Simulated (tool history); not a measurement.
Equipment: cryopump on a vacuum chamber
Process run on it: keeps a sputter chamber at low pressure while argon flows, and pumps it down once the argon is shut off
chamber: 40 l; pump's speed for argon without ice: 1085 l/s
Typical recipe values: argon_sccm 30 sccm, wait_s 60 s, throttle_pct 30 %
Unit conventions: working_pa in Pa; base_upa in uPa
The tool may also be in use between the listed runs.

run,day,argon_sccm,wait_s,throttle_pct,working_pa,base_upa
1,0,30,60,30,0.1592,0.98
2,1.696,30,60,30,0.1617,1.07
3,2.604,30,60,27,0.1798,1.07
4,4.262,30,60,49,0.1042,1.02
5,6.146,30,60,49,0.1041,1.08
6,7.65,30,83,49,0.1045,0.99
7,9.071,30,83,49,0.1041,1
8,10.012,31,24,48,0.1108,1.83
9,10.838,31,24,48,0.1107,1.8
10,12.808,41,60,55,0.13,1.15
11,14.479,13,110,44,0.0511,0.98
# day 15.65: pump warmed up, emptied and cooled again
12,15.65,56,42,45,0.1938,1.27
13,16.725,35,79,16,0.3428,0.88

Predict each of these 4 candidate next runs independently; none follows another, all start after run 13:
A,17.908,44,119,16,?,?
B,17.908,35,107,16,?,?
C,17.908,24,37,47,?,?
D,17.908,28,79,16,?,?

run,working_pa,base_upa
A,0.428,0.87
B,0.3437,0.85
C,0.0816,1.31
D,0.2731,0.95
What these runs would have given with no unlogged condition in the tool:
run,working_pa,base_upa
A,0.4257,0.55
B,0.3419,0.54
C,0.0803,1
D,0.2717,0.63

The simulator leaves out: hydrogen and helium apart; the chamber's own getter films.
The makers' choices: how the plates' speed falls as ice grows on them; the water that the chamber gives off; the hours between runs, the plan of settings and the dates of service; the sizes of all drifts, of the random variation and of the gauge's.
